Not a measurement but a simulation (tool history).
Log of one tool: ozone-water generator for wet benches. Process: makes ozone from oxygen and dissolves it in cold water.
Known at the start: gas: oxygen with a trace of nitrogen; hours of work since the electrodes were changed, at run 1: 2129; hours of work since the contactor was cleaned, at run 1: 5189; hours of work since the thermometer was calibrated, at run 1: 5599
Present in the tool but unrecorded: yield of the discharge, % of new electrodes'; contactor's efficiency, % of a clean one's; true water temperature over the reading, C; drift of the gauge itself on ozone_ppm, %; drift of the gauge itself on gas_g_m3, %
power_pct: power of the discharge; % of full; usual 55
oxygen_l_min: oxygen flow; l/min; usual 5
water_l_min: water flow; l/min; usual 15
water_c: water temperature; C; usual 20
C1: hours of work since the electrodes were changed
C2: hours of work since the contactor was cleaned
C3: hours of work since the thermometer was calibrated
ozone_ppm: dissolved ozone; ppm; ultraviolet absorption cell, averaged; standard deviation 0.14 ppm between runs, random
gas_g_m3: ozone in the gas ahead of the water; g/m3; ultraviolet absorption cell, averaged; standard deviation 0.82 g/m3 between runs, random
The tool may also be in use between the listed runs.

Run 1, hour 0: usual settings; C1 2129; C2 5189; C3 5599. Result: ozone_ppm 16 ppm, gas_g_m3 125.6 g/m3.
Run 2, hour 91.7: usual settings; C1 2206; C2 5265; C3 5675. Result: ozone_ppm 15.8 ppm, gas_g_m3 124.8 g/m3.
Run 3, hour 218.1: usual settings; C1 2311; C2 5371; C3 5780. Result: ozone_ppm 15.9 ppm, gas_g_m3 126.4 g/m3.
Run 4, hour 349.1: usual settings; C1 2420; C2 5480; C3 5890. Result: ozone_ppm 15.7 ppm, gas_g_m3 123.2 g/m3.
Run 5, hour 460.1: usual settings; C1 2513; C2 5573; C3 5982. Result: ozone_ppm 16.1 ppm, gas_g_m3 125 g/m3.
At hour 472.6: water thermometer calibrated.
Run 6, hour 582.6: usual settings; C1 2615; C2 5674; C3 92. Result: ozone_ppm 15.9 ppm, gas_g_m3 123.5 g/m3.
Run 7, hour 759.8: usual settings; C1 2762; C2 5822; C3 239. Result: ozone_ppm 15.9 ppm, gas_g_m3 125 g/m3.
Run 8, hour 855.6: usual settings but power_pct 48 % of full; C1 2842; C2 5902; C3 319. Result: ozone_ppm 14 ppm, gas_g_m3 107.6 g/m3.
Run 9, hour 936.6: usual settings but power_pct 48 % of full; C1 2910; C2 5969; C3 387. Result: ozone_ppm 14 ppm, gas_g_m3 108.9 g/m3.
Run 10, hour 1112.3: usual settings; C1 3056; C2 6116; C3 533. Result: ozone_ppm 15.7 ppm, gas_g_m3 122 g/m3.
Run 11, hour 1196.1: usual settings but power_pct 79 % of full; C1 3126; C2 6186; C3 603. Result: ozone_ppm 21.6 ppm, gas_g_m3 170.2 g/m3.
Run 12, hour 1336.7: usual settings; C1 3243; C2 6303; C3 720. Result: ozone_ppm 15.9 ppm, gas_g_m3 123.1 g/m3.
Run 13, hour 1435.7: usual settings but power_pct 48 % of full; C1 3326; C2 6385; C3 803. Result: ozone_ppm 13.9 ppm, gas_g_m3 107.4 g/m3.
Run 14, hour 1584.4: usual settings but power_pct 48 % of full; C1 3450; C2 6509; C3 927. Result: ozone_ppm 13.8 ppm, gas_g_m3 110 g/m3.
Run 15, hour 1750.2: usual settings but power_pct 59 % of full, oxygen_l_min 4.24 l/min, water_l_min 10 l/min, water_c 16 C; C1 3588; C2 6648; C3 1065. Result: ozone_ppm 22.7 ppm, gas_g_m3 139.4 g/m3.
Run 16, hour 1928.6: usual settings but power_pct 59 % of full, oxygen_l_min 4.24 l/min, water_l_min 10 l/min, water_c 16 C; C1 3737; C2 6796; C3 1214. Result: ozone_ppm 22.4 ppm, gas_g_m3 137.7 g/m3.
Run 17, hour 2112.2: usual settings but power_pct 59 % of full, oxygen_l_min 4.24 l/min, water_l_min 10 l/min, water_c 16 C; C1 3890; C2 6949; C3 1367. Result: ozone_ppm 22.5 ppm, gas_g_m3 137.8 g/m3.
Run 18, hour 2256.3: usual settings but power_pct 59 % of full, oxygen_l_min 4.24 l/min, water_l_min 10 l/min, water_c 16 C; C1 4010; C2 7070; C3 1487. Result: ozone_ppm 22.4 ppm, gas_g_m3 137.1 g/m3.
Run 19, hour 2384.6: usual settings but power_pct 64 % of full, water_c 12 C; C1 4117; C2 7176; C3 1594. Result: ozone_ppm 20 ppm, gas_g_m3 137.4 g/m3.
Run 20, hour 2550.8: usual settings but power_pct 64 % of full, water_c 12 C; C1 4255; C2 7315; C3 1732. Result: ozone_ppm 20 ppm, gas_g_m3 137.3 g/m3.
Run 21, hour 2640.1: usual settings but power_pct 90 % of full, oxygen_l_min 6.18 l/min, water_c 12 C; C1 4330; C2 7390; C3 1807. Result: ozone_ppm 27.1 ppm, gas_g_m3 166.5 g/m3.
Run 22, hour 2795.3: usual settings but power_pct 90 % of full, oxygen_l_min 6.18 l/min, water_c 12 C; C1 4459; C2 7519; C3 1936. Result: ozone_ppm 26.9 ppm, gas_g_m3 165.1 g/m3.
Run 23, hour 2974.8: usual settings but power_pct 90 % of full, oxygen_l_min 6.18 l/min, water_c 12 C; C1 4609; C2 7669; C3 2086. Result: ozone_ppm 26.6 ppm, gas_g_m3 166.4 g/m3.
Run 24, hour 3090.2: usual settings but power_pct 62 % of full, water_l_min 14 l/min, water_c 15 C; C1 4705; C2 7765; C3 2182. Result: ozone_ppm 19 ppm, gas_g_m3 132 g/m3.

Describe how what the log doesn't record of the tool's condition differs between the last listed run preceding each entry between runs and the first listed run following it.
From run 5 to run 6: water thermometer calibrated (hour 472.6)
  yield of the discharge, % of new electrodes': 94.9 -> 94.7; contactor's efficiency, % of a clean one's: 94.9 -> 94.8; true water temperature over the reading, C: 0.28 -> 0.02
  the result without the hidden state subtracted from the measured one, ozone_ppm: -1 -> -1 ppm; gas_g_m3: -5.1 -> -5.4 g/m3

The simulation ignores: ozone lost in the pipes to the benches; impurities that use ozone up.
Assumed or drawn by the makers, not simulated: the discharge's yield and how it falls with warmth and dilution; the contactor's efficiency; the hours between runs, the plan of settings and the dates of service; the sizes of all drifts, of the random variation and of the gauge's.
